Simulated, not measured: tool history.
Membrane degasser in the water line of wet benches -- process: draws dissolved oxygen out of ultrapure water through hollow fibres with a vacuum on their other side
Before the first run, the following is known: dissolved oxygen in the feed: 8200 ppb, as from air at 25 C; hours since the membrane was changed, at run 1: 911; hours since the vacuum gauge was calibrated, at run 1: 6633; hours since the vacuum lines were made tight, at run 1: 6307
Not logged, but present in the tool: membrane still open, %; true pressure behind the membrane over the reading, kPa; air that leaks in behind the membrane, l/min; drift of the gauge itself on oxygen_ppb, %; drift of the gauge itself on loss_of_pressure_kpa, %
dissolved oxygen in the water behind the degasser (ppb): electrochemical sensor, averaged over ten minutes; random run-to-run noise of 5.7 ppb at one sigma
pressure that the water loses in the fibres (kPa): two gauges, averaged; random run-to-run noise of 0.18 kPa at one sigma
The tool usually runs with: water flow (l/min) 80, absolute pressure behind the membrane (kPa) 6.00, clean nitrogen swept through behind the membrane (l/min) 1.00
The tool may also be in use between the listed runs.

run    hour  water flow (l/min)  absolute pressure behind the membrane (kPa)  clean nitrogen swept through behind the membrane (l/min)  hours since the membrane was changed  hours since the vacuum gauge was calibrated  hours since the vacuum lines were made tight  dissolved oxygen in the water behind the degasser (ppb)  pressure that the water loses in the fibres (kPa)
  1     0.0                  80                                         6.00                                                      1.00                                   911                                         6633                                          6307                                                    586.9                                              33.16
  2   116.9                  80                                         6.00                                                      1.00                                  1028                                         6750                                          6424                                                    582.5                                              33.23
  3   195.7                  80                                         6.00                                                      1.00                                  1107                                         6829                                          6503                                                    575.0                                              33.12
  4   286.6                  80                                         6.00                                                      1.00                                  1197                                         6920                                          6594                                                    587.8                                              33.37
  5   371.5                  80                                         6.00                                                      1.00                                  1282                                         7004                                          6678                                                    590.8                                              33.33
  6   436.5                  80                                         6.00                                                      1.00                                  1347                                         7069                                          6743                                                    582.3                                              33.34
  7   510.0                  80                                         8.55                                                      1.00                                  1421                                         7143                                          6817                                                    881.0                                              33.23
  8   626.2                  80                                         8.55                                                      1.00                                  1537                                         7259                                          6933                                                    876.6                                              33.61
  9   725.7                  80                                         8.55                                                      1.00                                  1637                                         7359                                          7033                                                    890.3                                              33.25
 10   850.4                  80                                         8.55                                                      1.00                                  1761                                         7483                                          7157                                                    899.9                                              33.77
 11   942.3                  99                                         6.00                                                      1.00                                  1853                                         7575                                          7249                                                    738.7                                              41.48
 12  1033.1                  99                                         6.00                                                      1.00                                  1944                                         7666                                          7340                                                    741.8                                              40.99
 13  1093.5                  99                                         6.00                                                      1.00                                  2004                                         7727                                          7401                                                    743.8                                              41.40
 14  1177.5                  80                                         6.00                                                      1.00                                  2088                                         7810                                          7484                                                    599.4                                              33.52
 15  1278.4                  80                                         6.00                                                      1.76                                  2189                                         7911                                          7585                                                    483.7                                              33.52
 16  1381.7                  80                                         6.00                                                      1.76                                  2293                                         8015                                          7689                                                    482.5                                              33.34
 17  1440.5                  69                                         6.47                                                      2.93                                  2351                                         8074                                          7748                                                    347.8                                              29.09
 18  1521.7                  69                                         6.86                                                      0.68                                  2433                                         8155                                          7829                                                    726.7                                              28.92
 19  1635.0                  80                                        10.47                                                      1.00                                  2546                                         8268                                          7942                                                   1099.8                                              33.62
 20  1731.9                  52                                         5.60                                                      1.00                                  2643                                         8365                                          8039                                                    340.1                                              21.92
 21  1792.9                  80                                        11.34                                                      2.10                                  2704                                         8426                                          8100                                                    823.1                                              33.82
 22  1874.6                 104                                        14.55                                                      2.10                                  2786                                         8508                                          8182                                                   1288.2                                              43.82
 23  1939.4                 104                                        12.61                                                      2.10                                  2850                                         8572                                          8246                                                   1143.0                                              43.97
 24  2009.9                 104                                        12.61                                                      2.10                                  2921                                         8643                                          8317                                                   1151.4                                              43.70
 25  2103.6                  66                                         7.62                                                      0.50                                  3015                                         8737                                          8411                                                    932.2                                              27.91
 26  2192.4                  80                                         6.93                                                      1.00                                  3103                                         8825                                          8499                                                    716.4                                              33.57
     2256.6  -- vacuum gauge calibrated
 27  2277.6                 127                                        13.59                                                      1.83                                  3188                                           21                                          8584                                                   1529.0                                              53.51
 28  2375.4                  83                                         8.00                                                      1.23                                  3286                                          119                                          8682                                                    754.5                                              34.95
 29  2483.8                  82                                         4.44                                                      0.73                                  3394                                          227                                          8790                                                    445.5                                              34.82
 30  2583.6                  91                                        12.95                                                      2.37                                  3494                                          327                                          8890                                                    959.9                                              38.44
 31  2707.6                  78                                         3.90                                                      1.78                                  3618                                          451                                          9014                                                    294.5                                              32.95

Alternative continuations, all from the tool just after run 31; predict every row:
  A  2798.1                  80                                        12.89                                                      2.30                                  3708                                          542                                          9105                                                        ?                                                  ?
  B  2798.1                 125                                         8.12                                                      2.46                                  3708                                          542                                          9105                                                        ?                                                  ?
  C  2798.1                 106                                         5.31                                                      0.67                                  3708                                          542                                          9105                                                        ?                                                  ?
  D  2798.1                 115                                         3.90                                                      1.78                                  3708                                          542                                          9105                                                        ?                                                  ?
  E  2798.1                 118                                         6.00                                                      1.00                                  3708                                          542                                          9105                                                        ?                                                  ?

run  dissolved oxygen in the water behind the degasser (ppb)  pressure that the water loses in the fibres (kPa)
  A                                                    855.1                                              33.94
  B                                                    910.0                                              52.65
  C                                                    764.5                                              45.01
  D                                                    504.5                                              48.35
  E                                                    875.6                                              49.93
Had the tool no hidden state, the same runs would have come out as:
run  dissolved oxygen in the water behind the degasser (ppb)  pressure that the water loses in the fibres (kPa)
  A                                                    831.2                                              32.94
  B                                                    872.5                                              51.11
  C                                                    736.1                                              43.70
  D                                                    467.4                                              46.94
  E                                                    842.9                                              48.48

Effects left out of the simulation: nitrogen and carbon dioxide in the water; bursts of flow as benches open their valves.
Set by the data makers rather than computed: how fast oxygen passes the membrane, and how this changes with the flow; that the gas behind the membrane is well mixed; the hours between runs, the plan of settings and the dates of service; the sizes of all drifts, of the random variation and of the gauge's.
